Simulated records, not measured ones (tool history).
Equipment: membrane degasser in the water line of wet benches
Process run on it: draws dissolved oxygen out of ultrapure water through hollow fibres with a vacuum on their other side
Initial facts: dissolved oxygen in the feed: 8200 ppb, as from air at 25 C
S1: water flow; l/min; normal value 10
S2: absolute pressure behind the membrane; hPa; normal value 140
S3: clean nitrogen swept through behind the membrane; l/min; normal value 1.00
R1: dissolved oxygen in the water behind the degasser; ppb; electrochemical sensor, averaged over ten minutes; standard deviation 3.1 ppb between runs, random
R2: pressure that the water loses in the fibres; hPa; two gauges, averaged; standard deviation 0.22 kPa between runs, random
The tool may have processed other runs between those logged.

run   hour  S1   S2    S3     R1     R2
  1    0.0  10  140  1.00  310.5  546.1
  2   71.6  10  140  1.00  308.7  549.1
  3  131.4  10  140  1.00  309.3  549.5
  4  189.6  10  140  1.00  316.7  553.9
  5  261.4  10  140  1.00  306.0  555.4
  6  330.0  10  140  1.00  311.8  556.8
  7  377.0  10  140  1.00  311.6  556.0
  8  412.4  10  140  1.00  311.7  557.4
  9  445.3  10  109  1.00  244.4  556.0
 10  481.4  11  140  1.00  345.0  613.7
 11  549.1  13  152  2.68  243.6  723.0
 12  614.5  13  152  2.68  240.7  721.5
 13  687.3  11  114  1.52  220.7  618.4
 14  724.6  11  114  1.52  218.3  615.3
 15  786.4  15  214  1.52  524.6  845.0
 16  833.9  15  214  1.45  560.0  833.3
 17  906.4  15  214  1.45  544.0  837.5
 18  936.7  15  214  1.45  546.7  842.6
 19  986.0  10  231  0.58  773.0  562.8

Results for each run, recomputed without the tool's hidden state and with each run's random variation untouched:
Hidden conditions of the tool in this case: membrane still open, %; true pressure behind the membrane over the reading, kPa; air that leaks in behind the membrane, l/min; drift of the gauge itself on oxygen_ppb, %; drift of the gauge itself on loss_of_pressure_kpa, %.
run     R2
  1  546.0
  2  548.2
  3  548.0
  4  551.7
  5  552.5
  6  553.1
  7  551.8
  8  552.7
  9  551.0
 10  607.9
 11  715.2
 12  712.7
 13  610.0
 14  606.5
 15  832.0
 16  819.7
 17  822.6
 18  827.2
 19  552.0
R1 without the hidden state stays within 0.6 ppb of what was measured, in all runs.

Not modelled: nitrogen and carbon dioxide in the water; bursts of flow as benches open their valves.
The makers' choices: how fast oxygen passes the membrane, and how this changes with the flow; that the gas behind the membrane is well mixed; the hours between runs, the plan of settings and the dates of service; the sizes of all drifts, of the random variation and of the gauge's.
